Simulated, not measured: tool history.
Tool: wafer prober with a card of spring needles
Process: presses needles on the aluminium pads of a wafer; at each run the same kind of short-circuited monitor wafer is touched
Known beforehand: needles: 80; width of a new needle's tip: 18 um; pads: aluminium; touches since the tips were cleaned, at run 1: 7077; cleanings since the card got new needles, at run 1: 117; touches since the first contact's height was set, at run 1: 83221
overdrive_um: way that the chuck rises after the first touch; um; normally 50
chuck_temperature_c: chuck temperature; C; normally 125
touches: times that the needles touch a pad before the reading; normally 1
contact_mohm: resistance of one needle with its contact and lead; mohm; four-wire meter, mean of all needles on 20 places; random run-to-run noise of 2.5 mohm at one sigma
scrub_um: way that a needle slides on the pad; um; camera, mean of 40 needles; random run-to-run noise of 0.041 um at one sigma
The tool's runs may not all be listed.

run	hour	overdrive_um	chuck_temperature_c	touches	touches since the tips were cleaned	cleanings since the card got new needles	touches since the first contact's height was set	contact_mohm	scrub_um
1	0	50	125	1	7077	117	83221	345	12.06
# hour 6.2: tips cleaned on abrasive film
# hour 32.2: tips cleaned on abrasive film
2	36.8	50	125	1	1386	119	94241	313	12.04
# hour 59.3: tips cleaned on abrasive film
# hour 59.6: height of the first contact set anew
# hour 88.9: tips cleaned on abrasive film
3	89.5	50	125	1	195	121	8988	300	12.31
# hour 117.6: tips cleaned on abrasive film
# hour 147.4: tips cleaned on abrasive film
# hour 176.6: tips cleaned on abrasive film
4	176.6	50	125	1	0	124	35098	299	12.26
# hour 201.4: tips cleaned on abrasive film
# hour 228.7: tips cleaned on abrasive film
5	244.4	50	125	1	4747	126	55471	337	12.17
# hour 255.1: tips cleaned on abrasive film
# hour 282.9: tips cleaned on abrasive film
6	289.7	37	125	1	2064	128	69041	352	8.93
# hour 307.7: tips cleaned on abrasive film
# hour 333: tips cleaned on abrasive film
# hour 362.6: tips cleaned on abrasive film
7	374.8	37	125	1	3692	131	94575	378	8.86
# hour 390.9: tips cleaned on abrasive film
# hour 391.2: height of the first contact set anew
# hour 419.3: tips cleaned on abrasive film
8	428.6	37	125	1	2793	133	11223	369	9.1
# hour 445: tips cleaned on abrasive film
# hour 470.1: tips cleaned on abrasive film
# hour 497.5: tips cleaned on abrasive film
9	517.1	37	125	1	5910	136	37778	391	9.09
# hour 523: tips cleaned on abrasive film
# hour 553.2: tips cleaned on abrasive film
10	564.7	32	125	2	3457	138	52038	364	7.71
# hour 580.7: tips cleaned on abrasive film
# hour 607.7: tips cleaned on abrasive film
11	617.7	32	125	2	3023	140	67954	360	7.67
# hour 634.1: tips cleaned on abrasive film
# hour 662.6: tips cleaned on abrasive film
12	681.4	58	66	3	5674	142	87070	289	13.98
# hour 687.6: tips cleaned on abrasive film
# hour 715.6: tips cleaned on abrasive film
# hour 725.8: height of the first contact set anew
# hour 741.9: tips cleaned on abrasive film
13	766.3	45	46	2	7344	145	12182	319	11.11
# hour 771.8: tips cleaned on abrasive film
# hour 800.7: tips cleaned on abrasive film
# hour 829.7: tips cleaned on abrasive film
14	835.9	45	46	2	1882	148	33048	295	10.96
# hour 857.7: tips cleaned on abrasive film
# hour 884.2: tips cleaned on abrasive film
# hour 909.3: tips cleaned on abrasive film
15	926.3	37	33	1	5133	151	60176	377	8.94
# hour 938.1: tips cleaned on abrasive film
# hour 965.2: tips cleaned on abrasive film
# hour 994.2: tips cleaned on abrasive film
16	998	37	33	1	1170	154	81671	315	8.85
# hour 1021.5: tips cleaned on abrasive film
# hour 1051.6: tips cleaned on abrasive film
# hour 1058.1: height of the first contact set anew
17	1075.1	48	125	1	6995	156	5138	358	11.86

Below are 4 alternative next runs, each starting from the tool's condition after run 17. Predict each:
# hour 1080.6: tips cleaned on abrasive film
# hour 1108.6: tips cleaned on abrasive film
# hour 1133.6: tips cleaned on abrasive film
# hour 1159: tips cleaned on abrasive film
A	1162.5	48	52	1	1057	160	31328	?	?
# hour 1080.6: tips cleaned on abrasive film
# hour 1108.6: tips cleaned on abrasive film
# hour 1133.6: tips cleaned on abrasive film
# hour 1159: tips cleaned on abrasive film
B	1162.5	35	125	1	1057	160	31328	?	?
# hour 1080.6: tips cleaned on abrasive film
# hour 1108.6: tips cleaned on abrasive film
# hour 1133.6: tips cleaned on abrasive film
# hour 1159: tips cleaned on abrasive film
C	1162.5	38	29	3	1057	160	31328	?	?
# hour 1080.6: tips cleaned on abrasive film
# hour 1108.6: tips cleaned on abrasive film
# hour 1133.6: tips cleaned on abrasive film
# hour 1159: tips cleaned on abrasive film
D	1162.5	48	125	2	1057	160	31328	?	?

run	contact_mohm	scrub_um
A	299	11.74
B	354	8.61
C	288	9.27
D	316	11.74
With no hidden state in the tool, these same runs would have given:
run	contact_mohm	scrub_um
A	267	11.85
B	301	8.72
C	265	9.38
D	294	11.86

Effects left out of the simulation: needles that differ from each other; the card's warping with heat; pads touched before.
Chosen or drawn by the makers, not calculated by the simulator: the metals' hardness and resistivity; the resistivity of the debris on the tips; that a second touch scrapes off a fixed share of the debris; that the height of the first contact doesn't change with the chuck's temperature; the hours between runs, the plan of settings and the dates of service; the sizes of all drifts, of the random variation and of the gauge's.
